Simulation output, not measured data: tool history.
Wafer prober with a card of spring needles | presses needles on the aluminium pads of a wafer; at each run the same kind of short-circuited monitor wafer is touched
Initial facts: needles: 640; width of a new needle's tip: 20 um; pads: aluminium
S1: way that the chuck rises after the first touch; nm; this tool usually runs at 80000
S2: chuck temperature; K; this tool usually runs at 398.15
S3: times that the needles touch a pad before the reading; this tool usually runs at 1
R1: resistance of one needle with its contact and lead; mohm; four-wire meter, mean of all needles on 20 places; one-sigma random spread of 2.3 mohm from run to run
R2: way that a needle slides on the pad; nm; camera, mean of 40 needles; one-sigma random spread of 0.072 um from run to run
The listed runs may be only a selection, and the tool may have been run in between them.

Run 1, day 0: usual settings. Result: R1 259 mohm, R2 20740 nm.
At day 0.042: tips cleaned on abrasive film.
Run 2, day 0.267: usual settings but S2 317.15 K. Result: R1 234 mohm, R2 20770 nm.
Run 3, day 0.488: usual settings. Result: R1 256 mohm, R2 20880 nm.
Run 4, day 0.779: usual settings but S1 100000 nm. Result: R1 249 mohm, R2 26010 nm.
At day 0.842: tips cleaned on abrasive film.
Run 5, day 0.979: usual settings but S1 100000 nm. Result: R1 256 mohm, R2 25950 nm.
Run 6, day 1.162: usual settings but S3 3. Result: R1 256 mohm, R2 20750 nm.
Run 7, day 1.488: usual settings but S3 3. Result: R1 257 mohm, R2 20840 nm.
At day 1.638: tips cleaned on abrasive film.
Run 8, day 1.817: usual settings. Result: R1 253 mohm, R2 20780 nm.
Run 9, day 1.996: usual settings. Result: R1 257 mohm, R2 20830 nm.
Run 10, day 2.346: usual settings. Result: R1 257 mohm, R2 20710 nm.
At day 2.446: tips cleaned on abrasive film.
Run 11, day 2.6: usual settings but S1 72000 nm. Result: R1 260 mohm, R2 18600 nm.
Run 12, day 2.867: usual settings but S1 72000 nm. Result: R1 262 mohm, R2 18630 nm.
Run 13, day 3.142: usual settings but S1 72000 nm. Result: R1 259 mohm, R2 18550 nm.
At day 3.275: tips cleaned on abrasive film.
Run 14, day 3.542: usual settings but S3 2. Result: R1 253 mohm, R2 20520 nm.
Run 15, day 3.883: usual settings but S3 2. Result: R1 258 mohm, R2 20500 nm.
At day 4.1: tips cleaned on abrasive film.
Run 16, day 4.183: usual settings but S1 93000 nm, S3 2. Result: R1 252 mohm, R2 23840 nm.
Run 17, day 4.6: usual settings but S1 93000 nm, S3 2. Result: R1 250 mohm, R2 23640 nm.
At day 4.908: tips cleaned on abrasive film.
Run 18, day 5.012: usual settings but S1 93000 nm, S3 2. Result: R1 250 mohm, R2 23900 nm.
Run 19, day 5.392: usual settings but S1 72000 nm, S3 2. Result: R1 256 mohm, R2 18310 nm.
At day 5.725: tips cleaned on abrasive film.
Run 20, day 5.742: usual settings but S1 65000 nm, S2 305.15 K, S3 2. Result: R1 232 mohm, R2 16560 nm.
Run 21, day 5.929: usual settings but S1 65000 nm, S2 305.15 K, S3 2. Result: R1 237 mohm, R2 16500 nm.
At day 6.196: gauge calibrated.
Run 22, day 6.321: usual settings but S2 314.15 K, S3 2. Result: R1 231 mohm, R2 20750 nm.
At day 6.546: tips cleaned on abrasive film.
Run 23, day 6.683: usual settings but S2 323.15 K. Result: R1 239 mohm, R2 20740 nm.
Run 24, day 7.1: usual settings but S2 323.15 K. Result: R1 238 mohm, R2 20770 nm.
At day 7.346: tips cleaned on abrasive film.
Run 25, day 7.433: usual settings but S1 67000 nm, S2 321.15 K. Result: R1 239 mohm, R2 17310 nm.
Run 26, day 7.8: usual settings but S1 70000 nm, S2 318.15 K. Result: R1 237 mohm, R2 17980 nm.
At day 8.15: tips cleaned on abrasive film.
Run 27, day 8.15: usual settings but S1 70000 nm, S2 364.15 K. Result: R1 250 mohm, R2 18130 nm.
Run 28, day 8.562: usual settings but S1 63000 nm, S2 315.15 K. Result: R1 236 mohm, R2 16170 nm.
At day 8.946: tips cleaned on abrasive film.
Run 29, day 8.946: usual settings but S1 61000 nm, S2 330.15 K, S3 2. Result: R1 242 mohm, R2 15840 nm.
Run 30, day 9.217: usual settings but S1 92000 nm, S2 311.15 K. Result: R1 236 mohm, R2 23740 nm.
Run 31, day 9.404: usual settings but S1 76000 nm. Result: R1 262 mohm, R2 19560 nm.
At day 9.762: tips cleaned on abrasive film.
Run 32, day 9.762: usual settings but S1 76000 nm. Result: R1 260 mohm, R2 19520 nm.
Run 33, day 10.075: usual settings but S1 73000 nm. Result: R1 267 mohm, R2 18780 nm.
Run 34, day 10.342: usual settings but S1 71000 nm, S2 332.15 K, S3 2. Result: R1 244 mohm, R2 18070 nm.
At day 10.562: tips cleaned on abrasive film.
Run 35, day 10.683: usual settings but S1 89000 nm, S2 311.15 K. Result: R1 228 mohm, R2 22650 nm.

Alternative continuations, all from the tool just after run 35; predict every row:
Run A, day 11.071: usual settings but S1 75000 nm. Result: R1 ?, R2 ?.
Run B, day 11.071: usual settings but S1 81000 nm, S2 307.15 K, S3 2. Result: R1 ?, R2 ?.
Run C, day 11.071: usual settings but S2 323.15 K. Result: R1 ?, R2 ?.

run   R1     R2
  A  257  19040
  B  234  20750
  C  237  20460
With the hidden condition removed and each run's random variation left untouched, the same runs would have given:
run   R1     R2
  A  257  19430
  B  234  21180
  C  237  20880
